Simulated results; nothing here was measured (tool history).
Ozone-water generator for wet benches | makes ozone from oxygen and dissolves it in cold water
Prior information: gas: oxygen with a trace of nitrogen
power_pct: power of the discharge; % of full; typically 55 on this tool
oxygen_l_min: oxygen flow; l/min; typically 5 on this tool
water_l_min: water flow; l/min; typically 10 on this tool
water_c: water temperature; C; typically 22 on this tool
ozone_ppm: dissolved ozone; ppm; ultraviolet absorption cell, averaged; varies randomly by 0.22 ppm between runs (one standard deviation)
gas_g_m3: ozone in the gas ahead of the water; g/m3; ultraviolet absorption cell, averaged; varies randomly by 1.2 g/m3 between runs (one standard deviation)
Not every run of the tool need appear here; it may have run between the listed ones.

run 1 hour=0 | power_pct=55 oxygen_l_min=5 water_l_min=10 water_c=22 | ozone_ppm=32.2 gas_g_m3=210.5
run 2 hour=36.1 | power_pct=55 oxygen_l_min=5 water_l_min=10 water_c=22 | ozone_ppm=32 gas_g_m3=209.5
run 3 hour=59.6 | power_pct=55 oxygen_l_min=5 water_l_min=13 water_c=22 | ozone_ppm=27.2 gas_g_m3=209.8
run 4 hour=97.4 | power_pct=55 oxygen_l_min=5 water_l_min=13 water_c=22 | ozone_ppm=27.1 gas_g_m3=210.4
run 5 hour=127.2 | power_pct=43 oxygen_l_min=5 water_l_min=10 water_c=22 | ozone_ppm=25.9 gas_g_m3=171.5
run 6 hour=150.6 | power_pct=43 oxygen_l_min=5 water_l_min=10 water_c=22 | ozone_ppm=25.8 gas_g_m3=173.2
run 7 hour=188.2 | power_pct=43 oxygen_l_min=5 water_l_min=10 water_c=22 | ozone_ppm=26 gas_g_m3=172.3
run 8 hour=206.7 | power_pct=43 oxygen_l_min=5 water_l_min=10 water_c=22 | ozone_ppm=26.1 gas_g_m3=170.4
run 9 hour=236.1 | power_pct=55 oxygen_l_min=5 water_l_min=10 water_c=22 | ozone_ppm=32 gas_g_m3=208
run 10 hour=276.6 | power_pct=55 oxygen_l_min=5 water_l_min=10 water_c=22 | ozone_ppm=32.6 gas_g_m3=210.2
run 11 hour=315 | power_pct=55 oxygen_l_min=5 water_l_min=10 water_c=22 | ozone_ppm=32.2 gas_g_m3=211.3
run 12 hour=337.4 | power_pct=55 oxygen_l_min=5 water_l_min=12 water_c=22 | ozone_ppm=28.5 gas_g_m3=210.7
run 13 hour=356.5 | power_pct=50 oxygen_l_min=4.92 water_l_min=6 water_c=26 | ozone_ppm=34.8 gas_g_m3=197.1
run 14 hour=385.7 | power_pct=50 oxygen_l_min=4.92 water_l_min=6 water_c=26 | ozone_ppm=35.2 gas_g_m3=194.9
run 15 hour=422.6 | power_pct=55 oxygen_l_min=5 water_l_min=10 water_c=18 | ozone_ppm=34.5 gas_g_m3=211.1
run 16 hour=446.3 | power_pct=55 oxygen_l_min=5 water_l_min=10 water_c=30 | ozone_ppm=26.9 gas_g_m3=211.2
run 17 hour=470.4 | power_pct=72 oxygen_l_min=3.45 water_l_min=8 water_c=16 | ozone_ppm=54.2 gas_g_m3=322
run 18 hour=507.7 | power_pct=72 oxygen_l_min=3.45 water_l_min=8 water_c=16 | ozone_ppm=54.4 gas_g_m3=325.1
run 19 hour=526.6 | power_pct=72 oxygen_l_min=3.45 water_l_min=8 water_c=16 | ozone_ppm=54.6 gas_g_m3=318.9
run 20 hour=550.3 | power_pct=72 oxygen_l_min=4.86 water_l_min=10 water_c=16 | ozone_ppm=44.8 gas_g_m3=267.7
run 21 hour=576.8 | power_pct=82 oxygen_l_min=5 water_l_min=13 water_c=22 | ozone_ppm=37.2 gas_g_m3=292.1
run 22 hour=602.6 | power_pct=55 oxygen_l_min=7.95 water_l_min=10 water_c=22 | ozone_ppm=28.9 gas_g_m3=164.2
run 23 hour=628.1 | power_pct=55 oxygen_l_min=7.95 water_l_min=10 water_c=22 | ozone_ppm=28.9 gas_g_m3=163.6
run 24 hour=665.3 | power_pct=55 oxygen_l_min=7.95 water_l_min=10 water_c=22 | ozone_ppm=28.6 gas_g_m3=163.7

Branching from run 24: 3 alternative next runs. What would each branch give?
run A hour=689.7 | power_pct=87 oxygen_l_min=5.64 water_l_min=10 water_c=19 | ozone_ppm=? gas_g_m3=?
run B hour=689.7 | power_pct=43 oxygen_l_min=8.42 water_l_min=10 water_c=22 | ozone_ppm=? gas_g_m3=?
run C hour=689.7 | power_pct=47 oxygen_l_min=7.95 water_l_min=8 water_c=22 | ozone_ppm=? gas_g_m3=?

run=A ozone_ppm=48.8 gas_g_m3=284.4
run=B ozone_ppm=22.8 gas_g_m3=131.7
run=C ozone_ppm=28 gas_g_m3=142.5
What these runs would have given with no unlogged condition in the tool:
run=A ozone_ppm=48.8 gas_g_m3=284.7
run=B ozone_ppm=22.8 gas_g_m3=131.7
run=C ozone_ppm=28 gas_g_m3=142.6
